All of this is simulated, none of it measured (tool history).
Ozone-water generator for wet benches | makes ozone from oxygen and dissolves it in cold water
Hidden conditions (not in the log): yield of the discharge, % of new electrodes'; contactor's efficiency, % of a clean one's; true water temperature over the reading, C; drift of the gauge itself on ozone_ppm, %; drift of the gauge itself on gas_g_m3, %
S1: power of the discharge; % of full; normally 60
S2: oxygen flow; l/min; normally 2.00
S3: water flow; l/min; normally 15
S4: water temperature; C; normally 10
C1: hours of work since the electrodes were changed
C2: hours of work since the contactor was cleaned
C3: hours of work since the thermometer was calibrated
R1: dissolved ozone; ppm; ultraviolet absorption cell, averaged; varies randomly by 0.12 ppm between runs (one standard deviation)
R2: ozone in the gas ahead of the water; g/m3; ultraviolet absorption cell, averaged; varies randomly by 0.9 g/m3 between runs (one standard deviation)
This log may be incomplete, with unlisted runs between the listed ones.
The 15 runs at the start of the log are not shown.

-- hour=1025.8 contactor cleaned
run 16 hour=1112.8 | S1=60 S2=2.00 S3=15 S4=10 | C1=2164 C2=78 C3=1000 | R1=11.0 R2=147.2
run 17 hour=1159.6 | S1=60 S2=2.00 S3=15 S4=10 | C1=2206 C2=121 C3=1042 | R1=11.2 R2=148.0
run 18 hour=1246.5 | S1=60 S2=2.00 S3=23 S4=5 | C1=2285 C2=199 C3=1120 | R1=7.3 R2=148.7
run 19 hour=1321.9 | S1=90 S2=1.63 S3=16 S4=13 | C1=2353 C2=267 C3=1188 | R1=13.9 R2=239.4
run 20 hour=1401.9 | S1=60 S2=2.00 S3=19 S4=10 | C1=2425 C2=339 C3=1260 | R1=8.8 R2=148.7
run 21 hour=1463.9 | S1=60 S2=2.00 S3=19 S4=10 | C1=2481 C2=395 C3=1316 | R1=9.0 R2=149.0
run 22 hour=1544.5 | S1=60 S2=2.00 S3=19 S4=10 | C1=2553 C2=468 C3=1389 | R1=8.7 R2=148.3
run 23 hour=1588.7 | S1=60 S2=2.00 S3=19 S4=10 | C1=2593 C2=507 C3=1429 | R1=8.6 R2=150.7
run 24 hour=1632.4 | S1=86 S2=1.95 S3=11 S4=5 | C1=2633 C2=547 C3=1468 | R1=21.5 R2=211.0
run 25 hour=1675.0 | S1=60 S2=1.03 S3=15 S4=10 | C1=2671 C2=585 C3=1507 | R1=8.7 R2=204.4
run 26 hour=1762.1 | S1=60 S2=1.03 S3=9 S4=7 | C1=2750 C2=664 C3=1585 | R1=15.1 R2=203.3
run 27 hour=1853.8 | S1=60 S2=1.03 S3=9 S4=7 | C1=2832 C2=747 C3=1668 | R1=15.3 R2=204.0
run 28 hour=1906.1 | S1=60 S2=1.03 S3=9 S4=7 | C1=2879 C2=794 C3=1715 | R1=14.9 R2=203.3
run 29 hour=1979.8 | S1=60 S2=2.00 S3=15 S4=10 | C1=2946 C2=860 C3=1781 | R1=11.0 R2=148.7
run 30 hour=2070.5 | S1=60 S2=2.00 S3=18 S4=6 | C1=3028 C2=942 C3=1863 | R1=9.4 R2=149.4
run 31 hour=2163.3 | S1=93 S2=2.09 S3=15 S4=10 | C1=3111 C2=1026 C3=1947 | R1=16.8 R2=220.4
run 32 hour=2220.3 | S1=60 S2=2.81 S3=15 S4=12 | C1=3163 C2=1077 C3=1998 | R1=11.5 R2=128.8

Alternative continuations, all from the tool just after run 32; predict every row:
run A hour=2302.6 | S1=60 S2=1.07 S3=15 S4=10 | C1=3237 C2=1151 C3=2072 | R1=? R2=?
run B hour=2302.6 | S1=60 S2=1.49 S3=15 S4=5 | C1=3237 C2=1151 C3=2072 | R1=? R2=?
run C hour=2302.6 | S1=58 S2=2.00 S3=16 S4=9 | C1=3237 C2=1151 C3=2072 | R1=? R2=?

run=A R1=8.9 R2=199.9
run=B R1=10.3 R2=170.8
run=C R1=10.2 R2=144.5
Without the tool's unlogged condition, the same runs would have read:
run=A R1=8.9 R2=200.0
run=B R1=10.3 R2=170.9
run=C R1=10.2 R2=144.6
